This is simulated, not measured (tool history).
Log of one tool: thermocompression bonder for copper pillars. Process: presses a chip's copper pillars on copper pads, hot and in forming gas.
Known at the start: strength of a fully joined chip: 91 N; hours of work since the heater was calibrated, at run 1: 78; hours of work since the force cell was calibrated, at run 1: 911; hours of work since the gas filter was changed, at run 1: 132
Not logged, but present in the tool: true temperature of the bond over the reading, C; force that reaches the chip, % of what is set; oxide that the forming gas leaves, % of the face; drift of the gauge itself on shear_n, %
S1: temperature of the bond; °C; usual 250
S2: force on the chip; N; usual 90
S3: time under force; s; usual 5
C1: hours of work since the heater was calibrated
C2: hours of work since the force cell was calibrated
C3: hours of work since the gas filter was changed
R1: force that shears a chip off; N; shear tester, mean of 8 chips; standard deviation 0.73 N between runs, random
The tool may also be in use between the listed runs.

run 1 hour=0.0 | S1=250 S2=90 S3=5 | C1=78 C2=911 C3=132 | R1=53.7
run 2 hour=43.8 | S1=253 S2=90 S3=5 | C1=98 C2=931 C3=152 | R1=55.6
run 3 hour=98.7 | S1=250 S2=90 S3=5 | C1=123 C2=956 C3=177 | R1=53.1
run 4 hour=127.6 | S1=250 S2=90 S3=5 | C1=136 C2=969 C3=190 | R1=53.6
run 5 hour=172.6 | S1=250 S2=90 S3=5 | C1=157 C2=990 C3=211 | R1=53.5
-- hour=226.5 forming gas filter changed
run 6 hour=226.5 | S1=250 S2=90 S3=5 | C1=181 C2=1014 C3=0 | R1=52.6
run 7 hour=280.5 | S1=250 S2=90 S3=5 | C1=205 C2=1039 C3=25 | R1=54.8
run 8 hour=332.3 | S1=250 S2=90 S3=5 | C1=229 C2=1062 C3=48 | R1=54.1
run 9 hour=360.6 | S1=253 S2=90 S3=5 | C1=242 C2=1075 C3=61 | R1=56.6
run 10 hour=403.0 | S1=253 S2=90 S3=5 | C1=261 C2=1094 C3=80 | R1=54.7
run 11 hour=452.0 | S1=253 S2=90 S3=5 | C1=284 C2=1117 C3=103 | R1=56.0
run 12 hour=483.4 | S1=253 S2=90 S3=5 | C1=298 C2=1131 C3=117 | R1=55.2
run 13 hour=513.4 | S1=250 S2=84 S3=5 | C1=311 C2=1145 C3=131 | R1=51.8
run 14 hour=549.1 | S1=260 S2=84 S3=7 | C1=328 C2=1161 C3=147 | R1=65.0
run 15 hour=579.0 | S1=250 S2=90 S3=5 | C1=341 C2=1175 C3=160 | R1=54.5
run 16 hour=618.4 | S1=250 S2=85 S3=7 | C1=359 C2=1192 C3=178 | R1=57.9
run 17 hour=648.0 | S1=242 S2=106 S3=6 | C1=373 C2=1206 C3=192 | R1=56.4
run 18 hour=685.4 | S1=242 S2=106 S3=6 | C1=390 C2=1223 C3=209 | R1=57.0
run 19 hour=736.6 | S1=242 S2=106 S3=6 | C1=413 C2=1246 C3=232 | R1=55.4
-- hour=748.2 forming gas filter changed
run 20 hour=792.8 | S1=242 S2=106 S3=6 | C1=438 C2=1272 C3=20 | R1=56.0
run 21 hour=850.1 | S1=243 S2=65 S3=3 | C1=464 C2=1298 C3=46 | R1=32.8
-- hour=866.9 force cell calibrated
run 22 hour=899.9 | S1=254 S2=65 S3=9 | C1=486 C2=15 C3=68 | R1=55.4
run 23 hour=946.4 | S1=223 S2=105 S3=9 | C1=508 C2=36 C3=90 | R1=49.0
run 24 hour=982.5 | S1=263 S2=56 S3=13 | C1=524 C2=53 C3=106 | R1=64.8
run 25 hour=1017.3 | S1=250 S2=76 S3=6 | C1=540 C2=68 C3=122 | R1=51.4
run 26 hour=1057.5 | S1=250 S2=76 S3=6 | C1=558 C2=87 C3=140 | R1=51.5

Branching from run 26: 5 alternative next runs. What would each branch give?
run A hour=1097.4 | S1=226 S2=76 S3=13 | C1=576 C2=105 C3=158 | R1=?
run B hour=1097.4 | S1=250 S2=90 S3=5 | C1=576 C2=105 C3=158 | R1=?
run C hour=1097.4 | S1=245 S2=61 S3=3 | C1=576 C2=105 C3=158 | R1=?
run D hour=1097.4 | S1=250 S2=90 S3=4 | C1=576 C2=105 C3=158 | R1=?
run E hour=1097.4 | S1=250 S2=76 S3=11 | C1=576 C2=105 C3=158 | R1=?

run=A R1=47.0
run=B R1=52.9
run=C R1=30.9
run=D R1=50.6
run=E R1=61.8
Stripped of hidden state, with their random variation kept, the same runs would have yielded:
run=A R1=46.9
run=B R1=52.9
run=C R1=30.8
run=D R1=50.6
run=E R1=61.8
